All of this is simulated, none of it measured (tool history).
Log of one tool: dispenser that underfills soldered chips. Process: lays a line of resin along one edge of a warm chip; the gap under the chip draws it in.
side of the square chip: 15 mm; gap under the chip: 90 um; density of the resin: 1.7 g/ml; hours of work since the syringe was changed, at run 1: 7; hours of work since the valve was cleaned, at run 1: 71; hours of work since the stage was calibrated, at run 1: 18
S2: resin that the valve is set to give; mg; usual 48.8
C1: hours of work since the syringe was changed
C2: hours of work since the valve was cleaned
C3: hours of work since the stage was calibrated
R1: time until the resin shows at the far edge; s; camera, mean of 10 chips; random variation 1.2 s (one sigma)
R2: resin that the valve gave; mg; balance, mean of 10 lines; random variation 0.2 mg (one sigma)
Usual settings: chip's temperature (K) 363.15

{"run": 1, "hour": 0.0, "chip's temperature (K)": 363.15, "S2": 48.8, "C1": 7, "C2": 71, "C3": 18, "R1": 145.4, "R2": 47.28}
{"hour": 4.0, "done": "new syringe of resin"}
{"run": 2, "hour": 5.6, "chip's temperature (K)": 363.15, "S2": 48.8, "C1": 1, "C2": 75, "C3": 21, "R1": 123.5, "R2": 47.77}
{"run": 3, "hour": 9.9, "chip's temperature (K)": 363.15, "S2": 50.9, "C1": 4, "C2": 77, "C3": 24, "R1": 132.1, "R2": 49.53}
{"run": 4, "hour": 14.1, "chip's temperature (K)": 363.15, "S2": 50.9, "C1": 7, "C2": 80, "C3": 27, "R1": 144.1, "R2": 49.53}
{"hour": 19.3, "done": "new syringe of resin"}
{"run": 5, "hour": 20.1, "chip's temperature (K)": 363.15, "S2": 50.9, "C1": 0, "C2": 84, "C3": 30, "R1": 121.6, "R2": 49.43}
{"run": 6, "hour": 25.0, "chip's temperature (K)": 350.15, "S2": 48.8, "C1": 4, "C2": 87, "C3": 34, "R1": 214.2, "R2": 47.57}
{"run": 7, "hour": 31.2, "chip's temperature (K)": 363.15, "S2": 48.8, "C1": 8, "C2": 91, "C3": 38, "R1": 152.3, "R2": 47.48}
{"hour": 34.7, "done": "new syringe of resin"}
{"run": 8, "hour": 39.9, "chip's temperature (K)": 363.15, "S2": 54.2, "C1": 3, "C2": 97, "C3": 43, "R1": 129.9, "R2": 52.46}
{"run": 9, "hour": 46.4, "chip's temperature (K)": 355.15, "S2": 48.8, "C1": 8, "C2": 101, "C3": 47, "R1": 206.0, "R2": 47.14}
{"hour": 49.8, "done": "new syringe of resin"}
{"run": 10, "hour": 55.5, "chip's temperature (K)": 355.15, "S2": 48.8, "C1": 4, "C2": 107, "C3": 53, "R1": 184.0, "R2": 47.07}
{"run": 11, "hour": 64.3, "chip's temperature (K)": 355.15, "S2": 62.5, "C1": 9, "C2": 112, "C3": 59, "R1": 213.3, "R2": 59.93}
{"hour": 65.2, "done": "new syringe of resin"}
{"run": 12, "hour": 70.2, "chip's temperature (K)": 363.15, "S2": 46.6, "C1": 3, "C2": 116, "C3": 62, "R1": 135.2, "R2": 44.73}
{"run": 13, "hour": 74.9, "chip's temperature (K)": 363.15, "S2": 48.8, "C1": 6, "C2": 119, "C3": 65, "R1": 145.5, "R2": 46.96}
{"hour": 80.5, "done": "new syringe of resin"}
{"run": 14, "hour": 82.8, "chip's temperature (K)": 363.15, "S2": 48.8, "C1": 1, "C2": 124, "C3": 70, "R1": 123.9, "R2": 47.04}
{"run": 15, "hour": 89.5, "chip's temperature (K)": 363.15, "S2": 61.8, "C1": 6, "C2": 128, "C3": 75, "R1": 137.1, "R2": 59.3}
{"run": 16, "hour": 93.7, "chip's temperature (K)": 363.15, "S2": 61.8, "C1": 9, "C2": 131, "C3": 77, "R1": 149.0, "R2": 59.21}
{"hour": 96.3, "done": "new syringe of resin"}
{"run": 17, "hour": 99.6, "chip's temperature (K)": 354.15, "S2": 61.8, "C1": 2, "C2": 135, "C3": 81, "R1": 171.0, "R2": 59.13}
{"hour": 104.6, "done": "dispensing valve cleaned and set on the balance"}
{"run": 18, "hour": 106.9, "chip's temperature (K)": 363.15, "S2": 48.8, "C1": 6, "C2": 2, "C3": 85, "R1": 143.1, "R2": 48.66}
{"run": 19, "hour": 111.5, "chip's temperature (K)": 363.15, "S2": 48.8, "C1": 9, "C2": 5, "C3": 88, "R1": 160.4, "R2": 48.65}
{"hour": 112.5, "done": "new syringe of resin"}
{"run": 20, "hour": 116.8, "chip's temperature (K)": 350.15, "S2": 46.3, "C1": 3, "C2": 8, "C3": 91, "R1": 209.6, "R2": 46.28}
{"run": 21, "hour": 122.1, "chip's temperature (K)": 376.15, "S2": 46.3, "C1": 6, "C2": 11, "C3": 95, "R1": 94.2, "R2": 46.32}
{"hour": 127.8, "done": "new syringe of resin"}
{"run": 22, "hour": 130.0, "chip's temperature (K)": 349.15, "S2": 55.5, "C1": 1, "C2": 16, "C3": 100, "R1": 214.6, "R2": 55.17}
{"run": 23, "hour": 137.3, "chip's temperature (K)": 371.15, "S2": 60.1, "C1": 6, "C2": 21, "C3": 105, "R1": 109.6, "R2": 59.81}
{"hour": 143.3, "done": "new syringe of resin"}
{"run": 24, "hour": 143.3, "chip's temperature (K)": 352.15, "S2": 58.2, "C1": 0, "C2": 25, "C3": 108, "R1": 177.6, "R2": 57.73}
{"run": 25, "hour": 151.6, "chip's temperature (K)": 352.15, "S2": 58.2, "C1": 5, "C2": 30, "C3": 114, "R1": 212.3, "R2": 57.55}
{"hour": 159.0, "done": "new syringe of resin"}
{"run": 26, "hour": 160.4, "chip's temperature (K)": 353.15, "S2": 59.7, "C1": 1, "C2": 35, "C3": 119, "R1": 173.3, "R2": 58.76}
{"run": 27, "hour": 167.9, "chip's temperature (K)": 355.15, "S2": 51.5, "C1": 6, "C2": 40, "C3": 124, "R1": 192.9, "R2": 50.45}
{"hour": 174.6, "done": "new syringe of resin"}
{"run": 28, "hour": 177.0, "chip's temperature (K)": 355.15, "S2": 51.5, "C1": 2, "C2": 46, "C3": 130, "R1": 168.1, "R2": 50.38}
{"run": 29, "hour": 182.3, "chip's temperature (K)": 355.15, "S2": 51.5, "C1": 5, "C2": 50, "C3": 133, "R1": 182.2, "R2": 50.36}
{"run": 30, "hour": 187.0, "chip's temperature (K)": 373.15, "S2": 43.4, "C1": 8, "C2": 53, "C3": 136, "R1": 111.3, "R2": 42.63}
{"hour": 189.9, "done": "new syringe of resin"}
{"run": 31, "hour": 196.1, "chip's temperature (K)": 373.15, "S2": 43.4, "C1": 4, "C2": 58, "C3": 142, "R1": 99.0, "R2": 42.45}
{"run": 32, "hour": 203.9, "chip's temperature (K)": 373.15, "S2": 63.3, "C1": 9, "C2": 63, "C3": 147, "R1": 108.6, "R2": 62.2}
{"hour": 205.6, "done": "new syringe of resin"}
{"run": 33, "hour": 211.2, "chip's temperature (K)": 362.15, "S2": 52.5, "C1": 4, "C2": 68, "C3": 152, "R1": 139.7, "R2": 50.93}
{"run": 34, "hour": 216.7, "chip's temperature (K)": 362.15, "S2": 52.5, "C1": 7, "C2": 72, "C3": 155, "R1": 155.0, "R2": 50.9}
{"hour": 221.0, "done": "new syringe of resin"}
{"run": 35, "hour": 222.5, "chip's temperature (K)": 362.15, "S2": 52.5, "C1": 1, "C2": 75, "C3": 159, "R1": 130.2, "R2": 50.97}
{"run": 36, "hour": 229.7, "chip's temperature (K)": 362.15, "S2": 57.9, "C1": 6, "C2": 80, "C3": 164, "R1": 146.1, "R2": 56.27}

Run 37 comes next. What will it give?
{"run": 37, "hour": 233.9, "chip's temperature (K)": 362.15, "S2": 57.9, "C1": 8, "C2": 83, "C3": 166, "R1": "?", "R2": "?"}

R1: 162.5 s
R2: 56.15 mg
Without the tool's hidden state the same run would have given R1 120.8 s, R2 57.87 mg.
